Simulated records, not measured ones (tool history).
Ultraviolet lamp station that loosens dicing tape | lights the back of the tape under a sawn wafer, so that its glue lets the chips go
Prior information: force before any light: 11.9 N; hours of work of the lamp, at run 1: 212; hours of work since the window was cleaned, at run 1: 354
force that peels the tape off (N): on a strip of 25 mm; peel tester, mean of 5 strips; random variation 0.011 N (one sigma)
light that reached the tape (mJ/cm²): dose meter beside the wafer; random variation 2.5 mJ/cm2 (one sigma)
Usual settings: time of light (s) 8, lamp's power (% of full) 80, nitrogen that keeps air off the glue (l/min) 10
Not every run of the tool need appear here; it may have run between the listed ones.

run     day  time of light (s)  lamp's power (% of full)  nitrogen that keeps air off the glue (l/min)  hours of work of the lamp  hours of work since the window was cleaned  force that peels the tape off (N)  light that reached the tape (mJ/cm²)
  1       0                  8                        80                                            10                        212                                         354                              0.699                                   236
  2   0.488                  8                        81                                            10                        217                                         360                              0.695                                   236
  3   0.779                  8                        81                                            10                        221                                         363                              0.707                                   233
  4   1.208                 15                        80                                            10                        226                                         368                              0.272                                   437
  5   1.646                 15                        80                                            10                        231                                         373                              0.275                                   440
  6   2.021                 15                        80                                            10                        235                                         377                              0.258                                   432
  7   2.383                  8                        77                                            10                        239                                         382                              0.783                                   222
      2.633  -- window cleaned of glue's vapour
  8   2.725                  8                        77                                            10                        243                                           1                              0.578                                   255
  9   3.104                  8                        77                                            10                        247                                           5                               0.57                                   255
 10   3.312                  8                        77                                            10                        250                                           8                              0.569                                   259
 11   3.792                  8                        84                                            10                        255                                          13                              0.489                                   281
 12   4.188                  8                        80                                            10                        260                                          18                              0.535                                   266
 13   4.667                  8                        80                                             6                        265                                          23                              0.826                                   262
 14   4.862                  8                        78                                            10                        267                                          26                              0.581                                   258
 15   5.342                  8                        78                                            10                        273                                          31                              0.585                                   254
 16   5.567                  8                        77                                            10                        275                                          34                              0.602                                   253
 17   5.925                  8                        80                                            10                        279                                          38                              0.558                                   260
 18   6.196                  6                        80                                            10                        283                                          41                              1.058                                   193
 19   6.571                  8                        80                                             5                        287                                          45                               1.01                                   259
 20   6.925                  8                        80                                            10                        291                                          49                               0.56                                   265
 21   7.154                 12                        60                                            14                        294                                          52                              0.373                                   292
 22   7.471                 16                        80                                            14                        297                                          55                              0.242                                   520
 23   7.862                  9                        76                                            10                        302                                          60                              0.505                                   275
 24   8.188                  5                        99                                            16                        305                                          64                              0.708                                   201
 25   8.421                  5                        94                                            12                        308                                          66                              0.975                                   190
 26   8.754                  8                        81                                            10                        312                                          70                              0.548                                   260
 27   9.121                  4                        66                                            10                        316                                          74                              3.012                                   104
 28   9.458                  5                        66                                            10                        320                                          78                              2.144                                   134
 29   9.908                  9                        84                                            10                        325                                          83                              0.434                                   300
 30  10.138                  6                        98                                             3                        328                                          86                              1.816                                   235
 31  10.521                  7                        98                                             3                        332                                          90                              1.392                                   271
 32  10.846                  5                        93                                             5                        336                                          94                              1.908                                   184
 33  11.279                  4                        82                                            10                        341                                          99                               2.15                                   129
 34  11.546                  4                        82                                            10                        344                                         102                              2.206                                   124
 35  11.846                  4                        82                                            10                        347                                         105                              2.209                                   127
 36  12.275                  8                        72                                             6                        352                                         110                              1.185                                   226
 37  12.738                 10                        80                                             9                        357                                         116                              0.432                                   310
 38  13.046                  4                        77                                             4                        361                                         119                              3.905                                   119
 39  13.458                  4                        73                                             5                        366                                         124                              3.646                                   113

Here are 5 independent what-if runs from the current tool condition. What would each one return?
  A  13.892                  5                        80                                             4                        371                                         129                                  ?                                     ?
  B  13.892                  4                        81                                             5                        371                                         129                                  ?                                     ?
  C  13.892                  4                        73                                             5                        371                                         129                                  ?                                     ?
  D  13.892                  6                        97                                            10                        371                                         129                                  ?                                     ?
  E  13.892                  4                        73                                            19                        371                                         129                                  ?                                     ?

run  force that peels the tape off (N)  light that reached the tape (mJ/cm²)
  A                              2.918                                   153
  B                              3.305                                   127
  C                              3.776                                   113
  D                              0.751                                   227
  E                              1.928                                   113
Without the tool's hidden state the same runs would have given:
run  force that peels the tape off (N)  light that reached the tape (mJ/cm²)
  A                              2.397                                   176
  B                              2.768                                   145
  C                              3.214                                   130
  D                              0.564                                   260
  E                              1.514                                   130

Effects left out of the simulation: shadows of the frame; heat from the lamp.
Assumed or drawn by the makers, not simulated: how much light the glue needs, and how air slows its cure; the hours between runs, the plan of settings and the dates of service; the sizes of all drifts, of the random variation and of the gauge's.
